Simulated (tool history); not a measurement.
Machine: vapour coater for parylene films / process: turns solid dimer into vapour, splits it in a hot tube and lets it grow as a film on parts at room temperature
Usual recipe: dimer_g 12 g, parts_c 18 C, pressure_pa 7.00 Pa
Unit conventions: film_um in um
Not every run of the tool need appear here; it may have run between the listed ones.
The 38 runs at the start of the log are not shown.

run,day,dimer_g,parts_c,pressure_pa,film_um
39,25.429,6,18,7.00,1.57
40,26.346,21,17,6.59,5.70
# day 26.825: trap's valve overhauled
41,27.092,19,15,6.62,5.52
42,27.821,19,15,6.62,5.56
43,28.233,8,12,5.76,2.61
44,28.938,19,29,4.23,3.73
45,29.338,12,12,6.49,3.85
46,30.288,8,10,5.41,2.78
47,30.725,11,29,3.99,2.17

What if the next run were any one of these 4? Each begins from the tool's condition after run 47:
A,31.271,6,18,7.00,?
B,31.271,12,29,11.74,?
C,31.271,18,29,4.28,?
D,31.271,11,26,3.99,?

run,film_um
A,1.56
B,2.20
C,3.57
D,2.41
The same runs, with their run-to-run variation unchanged, on a tool lacking any hidden condition would have given:
run,film_um
A,1.56
B,2.20
C,3.58
D,2.42

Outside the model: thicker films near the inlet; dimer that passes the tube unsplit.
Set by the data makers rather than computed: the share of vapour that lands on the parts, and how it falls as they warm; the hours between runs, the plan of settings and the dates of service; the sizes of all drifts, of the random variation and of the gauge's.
